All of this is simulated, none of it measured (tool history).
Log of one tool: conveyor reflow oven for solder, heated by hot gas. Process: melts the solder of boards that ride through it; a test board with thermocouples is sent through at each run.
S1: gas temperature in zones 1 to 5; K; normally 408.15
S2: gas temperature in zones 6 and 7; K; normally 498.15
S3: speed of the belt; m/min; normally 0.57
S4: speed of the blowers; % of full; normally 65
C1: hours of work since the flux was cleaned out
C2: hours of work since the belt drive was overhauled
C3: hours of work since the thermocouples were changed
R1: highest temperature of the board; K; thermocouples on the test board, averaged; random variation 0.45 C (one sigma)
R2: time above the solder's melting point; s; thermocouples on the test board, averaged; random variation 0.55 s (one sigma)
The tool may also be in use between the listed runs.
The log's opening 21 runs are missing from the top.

run 22 day=15.642 | S1=398.15 S2=498.15 S3=0.56 S4=88 | C1=287 C2=361 C3=684 | R1=486.45 R2=58
run 23 day=16.617 | S1=398.15 S2=498.15 S3=0.56 S4=88 | C1=300 C2=374 C3=698 | R1=486.05 R2=57.8
-- day=17.233 flux residue cleaned out of gas plates and filters
run 24 day=17.533 | S1=404.15 S2=513.15 S3=0.547 S4=65 | C1=4 C2=384 C3=707 | R1=496.35 R2=68.2
run 25 day=18.588 | S1=421.15 S2=513.15 S3=0.547 S4=65 | C1=19 C2=398 C3=722 | R1=499.25 R2=75.4
run 26 day=19.471 | S1=414.15 S2=492.15 S3=0.504 S4=67 | C1=31 C2=410 C3=734 | R1=481.65 R2=66.1
run 27 day=20.579 | S1=414.15 S2=492.15 S3=0.504 S4=67 | C1=46 C2=425 C3=749 | R1=481.75 R2=66.1
run 28 day=21.196 | S1=414.15 S2=492.15 S3=0.645 S4=66 | C1=54 C2=434 C3=757 | R1=476.25 R2=41.7
run 29 day=22.05 | S1=414.15 S2=492.15 S3=0.615 S4=64 | C1=66 C2=445 C3=769 | R1=476.85 R2=44.9
run 30 day=22.846 | S1=414.15 S2=492.15 S3=0.628 S4=64 | C1=77 C2=456 C3=780 | R1=475.45 R2=43.5

Each row is a separate what-if for the run after 30, all from the same tool condition, not one after another. Results?
run A day=23.658 | S1=418.15 S2=489.15 S3=0.57 S4=65 | C1=88 C2=467 C3=791 | R1=? R2=?
run B day=23.658 | S1=394.15 S2=498.15 S3=0.57 S4=65 | C1=88 C2=467 C3=791 | R1=? R2=?
run C day=23.658 | S1=414.15 S2=492.15 S3=0.628 S4=55 | C1=88 C2=467 C3=791 | R1=? R2=?

run=A R1=476.35 R2=51.9
run=B R1=479.25 R2=46.8
run=C R1=472.65 R2=39
What these runs would have given with no unlogged condition in the tool:
run=A R1=476.45 R2=52
run=B R1=479.25 R2=46.9
run=C R1=472.75 R2=39.1
